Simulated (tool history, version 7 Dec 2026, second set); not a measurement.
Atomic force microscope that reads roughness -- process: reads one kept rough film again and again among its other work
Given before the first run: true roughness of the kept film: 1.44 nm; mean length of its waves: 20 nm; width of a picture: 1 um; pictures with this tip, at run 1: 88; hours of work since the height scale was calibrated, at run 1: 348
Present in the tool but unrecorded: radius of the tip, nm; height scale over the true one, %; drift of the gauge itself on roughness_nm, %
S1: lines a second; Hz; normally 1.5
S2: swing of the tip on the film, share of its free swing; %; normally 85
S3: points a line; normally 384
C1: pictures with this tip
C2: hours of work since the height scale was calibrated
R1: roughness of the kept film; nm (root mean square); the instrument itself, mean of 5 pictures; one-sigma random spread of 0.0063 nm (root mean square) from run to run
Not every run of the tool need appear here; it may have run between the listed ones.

{"run": 1, "hour": 0.0, "S1": 1.5, "S2": 85, "S3": 384, "C1": 88, "C2": 348, "R1": 1.007}
{"hour": 11.6, "done": "new tip fitted"}
{"run": 2, "hour": 15.9, "S1": 1.5, "S2": 85, "S3": 384, "C1": 9, "C2": 359, "R1": 1.177}
{"run": 3, "hour": 26.2, "S1": 1.5, "S2": 72, "S3": 384, "C1": 30, "C2": 367, "R1": 1.178}
{"run": 4, "hour": 36.7, "S1": 1.5, "S2": 72, "S3": 984, "C1": 52, "C2": 374, "R1": 1.142}
{"run": 5, "hour": 50.4, "S1": 1.5, "S2": 72, "S3": 984, "C1": 80, "C2": 384, "R1": 1.077}
{"run": 6, "hour": 61.9, "S1": 1.5, "S2": 72, "S3": 984, "C1": 103, "C2": 392, "R1": 1.024}
{"hour": 65.7, "done": "new tip fitted"}
{"run": 7, "hour": 85.2, "S1": 1.5, "S2": 72, "S3": 984, "C1": 40, "C2": 408, "R1": 1.163}
{"run": 8, "hour": 98.8, "S1": 1.5, "S2": 72, "S3": 984, "C1": 68, "C2": 418, "R1": 1.097}
{"hour": 119.3, "done": "new tip fitted"}
{"run": 9, "hour": 120.3, "S1": 1.5, "S2": 72, "S3": 984, "C1": 2, "C2": 433, "R1": 1.284}
{"run": 10, "hour": 130.2, "S1": 1.5, "S2": 72, "S3": 984, "C1": 22, "C2": 440, "R1": 1.214}
{"run": 11, "hour": 143.4, "S1": 1.5, "S2": 72, "S3": 984, "C1": 49, "C2": 450, "R1": 1.138}
{"run": 12, "hour": 158.8, "S1": 1.5, "S2": 72, "S3": 984, "C1": 81, "C2": 461, "R1": 1.057}
{"hour": 174.1, "done": "new tip fitted"}
{"run": 13, "hour": 178.4, "S1": 2, "S2": 67, "S3": 357, "C1": 9, "C2": 475, "R1": 1.242}
{"hour": 180.8, "done": "height scale calibrated on a step standard"}
{"run": 14, "hour": 199.8, "S1": 3.79, "S2": 64, "S3": 459, "C1": 51, "C2": 14, "R1": 1.105}
{"run": 15, "hour": 216.5, "S1": 2.23, "S2": 64, "S3": 755, "C1": 86, "C2": 26, "R1": 1.069}
{"hour": 229.1, "done": "new tip fitted"}
{"hour": 234.4, "done": "height scale calibrated on a step standard, once more"}
{"run": 16, "hour": 234.4, "S1": 1.16, "S2": 66, "S3": 384, "C1": 8, "C2": 0, "R1": 1.262}
{"run": 17, "hour": 254.0, "S1": 1.16, "S2": 66, "S3": 384, "C1": 49, "C2": 14, "R1": 1.135}
{"run": 18, "hour": 275.3, "S1": 1.5, "S2": 74, "S3": 907, "C1": 93, "C2": 29, "R1": 1.023}
{"hour": 285.0, "done": "new tip fitted"}
{"run": 19, "hour": 287.5, "S1": 1.5, "S2": 74, "S3": 907, "C1": 5, "C2": 38, "R1": 1.26}
{"run": 20, "hour": 300.1, "S1": 3.45, "S2": 82, "S3": 384, "C1": 31, "C2": 47, "R1": 1.029}
{"run": 21, "hour": 312.2, "S1": 1.5, "S2": 58, "S3": 384, "C1": 56, "C2": 55, "R1": 1.142}
{"run": 22, "hour": 331.2, "S1": 1.23, "S2": 85, "S3": 485, "C1": 95, "C2": 69, "R1": 1.006}

Results per run with the tool's hidden condition removed, run-to-run variation unchanged:
run=1 R1=1.207
run=2 R1=1.197
run=3 R1=1.254
run=4 R1=1.275
run=5 R1=1.275
run=6 R1=1.271
run=7 R1=1.278
run=8 R1=1.278
run=9 R1=1.294
run=10 R1=1.282
run=11 R1=1.281
run=12 R1=1.269
run=13 R1=1.266
run=14 R1=1.234
run=15 R1=1.283
run=16 R1=1.295
run=17 R1=1.284
run=18 R1=1.272
run=19 R1=1.278
run=20 R1=1.109
run=21 R1=1.297
run=22 R1=1.236
